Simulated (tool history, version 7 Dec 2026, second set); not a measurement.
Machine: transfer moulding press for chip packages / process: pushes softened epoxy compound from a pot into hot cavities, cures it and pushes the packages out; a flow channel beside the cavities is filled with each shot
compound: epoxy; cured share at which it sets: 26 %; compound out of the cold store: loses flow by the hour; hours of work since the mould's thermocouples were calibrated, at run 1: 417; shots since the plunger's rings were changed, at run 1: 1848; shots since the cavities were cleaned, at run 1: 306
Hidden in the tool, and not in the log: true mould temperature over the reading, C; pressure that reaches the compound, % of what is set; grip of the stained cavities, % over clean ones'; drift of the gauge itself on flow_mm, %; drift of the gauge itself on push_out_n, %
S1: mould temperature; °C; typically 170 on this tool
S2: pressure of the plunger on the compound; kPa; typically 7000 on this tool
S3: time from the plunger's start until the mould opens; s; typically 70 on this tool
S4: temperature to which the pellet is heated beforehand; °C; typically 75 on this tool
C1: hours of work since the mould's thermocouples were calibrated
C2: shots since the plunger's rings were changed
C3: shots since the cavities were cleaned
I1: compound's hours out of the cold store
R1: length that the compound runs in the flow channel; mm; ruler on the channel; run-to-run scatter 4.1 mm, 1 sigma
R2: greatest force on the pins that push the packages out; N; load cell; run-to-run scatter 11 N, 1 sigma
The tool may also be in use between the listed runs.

run	hour	S1	S2	S3	S4	C1	C2	C3	I1	R1	R2
1	0.0	170	7000	70	75	417	1848	306	42.9	700	683
# hour 11.7: cavities cleaned with cleaning compound and waxed
# hour 42.2: cavities cleaned with cleaning compound and waxed
2	42.2	170	7000	70	75	442	2480	0	40.6	697	514
# hour 71.1: cavities cleaned with cleaning compound and waxed
3	79.8	170	7000	70	75	464	3061	139	15.9	835	652
# hour 90.3: plunger's sealing rings changed
# hour 105.3: cavities cleaned with cleaning compound and waxed
4	109.1	170	7000	70	75	480	280	61	20.8	853	581
# hour 136.4: cavities cleaned with cleaning compound and waxed
# hour 165.9: cavities cleaned with cleaning compound and waxed
5	165.9	170	7000	70	75	514	1146	0	33.8	757	517
# hour 197.7: cavities cleaned with cleaning compound and waxed
6	197.9	170	7000	70	75	534	1638	3	18.9	839	583
# hour 207.6: mould's thermocouples calibrated
# hour 232.4: cavities cleaned with cleaning compound and waxed
7	237.8	170	7000	70	75	18	2225	87	23.8	806	589
# hour 261.9: cavities cleaned with cleaning compound and waxed
8	265.7	170	7000	70	75	35	2650	61	41.8	701	546
# hour 292.9: cavities cleaned with cleaning compound and waxed
# hour 304.6: plunger's sealing rings changed
9	309.2	170	6410	70	75	60	74	223	43.2	692	623
# hour 325.5: cavities cleaned with cleaning compound and waxed
# hour 354.5: cavities cleaned with cleaning compound and waxed
10	360.9	174	6610	70	72	91	859	102	21.1	813	473
# hour 387.3: cavities cleaned with cleaning compound and waxed
# hour 419.4: cavities cleaned with cleaning compound and waxed
11	419.4	175	7940	82	75	126	1753	0	43.4	738	311
# hour 452.3: cavities cleaned with cleaning compound and waxed
12	477.0	175	7940	82	75	161	2658	398	41.6	728	460
# hour 481.4: cavities cleaned with cleaning compound and waxed
# hour 512.6: cavities cleaned with cleaning compound and waxed
# hour 519.8: plunger's sealing rings changed
13	525.0	168	5260	89	82	188	85	160	28.7	706	428
# hour 546.3: cavities cleaned with cleaning compound and waxed
14	559.5	170	6690	95	75	209	615	212	46.0	690	391
# hour 575.3: cavities cleaned with cleaning compound and waxed
15	586.3	169	7890	70	83	225	1025	178	9.3	979	743
# hour 605.6: cavities cleaned with cleaning compound and waxed
16	625.6	169	6290	58	83	249	1634	323	44.4	654	1161

5 options for the next run, each taken on its own from the tool as it stands now. Forecast them:
# hour 635.2: cavities cleaned with cleaning compound and waxed
# hour 667.2: cavities cleaned with cleaning compound and waxed
A	684.8	169	6290	64	83	284	2539	284	38.6	?	?
# hour 635.2: cavities cleaned with cleaning compound and waxed
# hour 667.2: cavities cleaned with cleaning compound and waxed
B	684.8	168	7000	64	70	284	2539	284	21.0	?	?
# hour 635.2: cavities cleaned with cleaning compound and waxed
# hour 667.2: cavities cleaned with cleaning compound and waxed
C	684.8	169	6290	68	83	284	2539	284	16.6	?	?
# hour 635.2: cavities cleaned with cleaning compound and waxed
# hour 667.2: cavities cleaned with cleaning compound and waxed
D	684.8	170	7000	103	75	284	2539	284	33.7	?	?
# hour 635.2: cavities cleaned with cleaning compound and waxed
# hour 667.2: cavities cleaned with cleaning compound and waxed
E	684.8	169	8300	65	83	284	2539	284	47.1	?	?

run	R1	R2
A	672	908
B	820	1157
C	799	820
D	743	410
E	731	850
Had the tool no hidden state, the same runs would have come out as:
run	R1	R2
A	707	646
B	863	822
C	841	582
D	782	298
E	770	605
